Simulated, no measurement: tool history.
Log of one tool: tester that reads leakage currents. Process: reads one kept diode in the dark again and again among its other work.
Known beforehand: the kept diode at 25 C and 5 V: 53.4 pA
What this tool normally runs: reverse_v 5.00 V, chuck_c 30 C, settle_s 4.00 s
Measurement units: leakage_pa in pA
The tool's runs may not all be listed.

run   hour  reverse_v  chuck_c  settle_s  leakage_pa
  1    0.0       5.00       30      4.00       87.39
  2   49.1       5.00       30      4.00       87.33
  3  128.8       5.00       30      4.00       86.73
  4  231.9       5.00       30      4.00       85.88
  5  304.4       5.00       30      4.00       86.55
  6  406.3       5.00       30      4.00       85.78
     416.6  -- tester calibrated
  7  482.9       1.15       39      1.23       93.92
  8  550.8       1.38       39      0.94      100.83
  9  611.6      12.25       39      0.82      274.24
     681.2  -- chuck's temperature calibrated
 10  721.2      15.02       37      0.69      290.80
 11  806.0       5.00       30      0.77       98.02

Hidden state or all else? Some run-to-run changes of leakage_pa, split into what the settings, what came in and random variation would give without the hidden state, and what is left for the hidden state (with any gauge scatter that isn't in both results):
Unlogged tool condition in this case: stray current of the dirty probe card, pA a volt; current scale over the true one, %; true chuck temperature over the reading, C; drift of the gauge itself on leakage_pa, %.
Run 9 -> 10: reverse_v 12.25 -> 15.02, chuck_c 39 -> 37, settle_s 0.82 -> 0.69, chuck's temperature calibrated. leakage_pa +16.56 pA: hidden state +38.04, all else -21.48.
Run 10 -> 11: reverse_v 15.02 -> 5.00, chuck_c 37 -> 30, settle_s 0.69 -> 0.77. leakage_pa -192.78 pA: hidden state -23.10, all else -169.68.
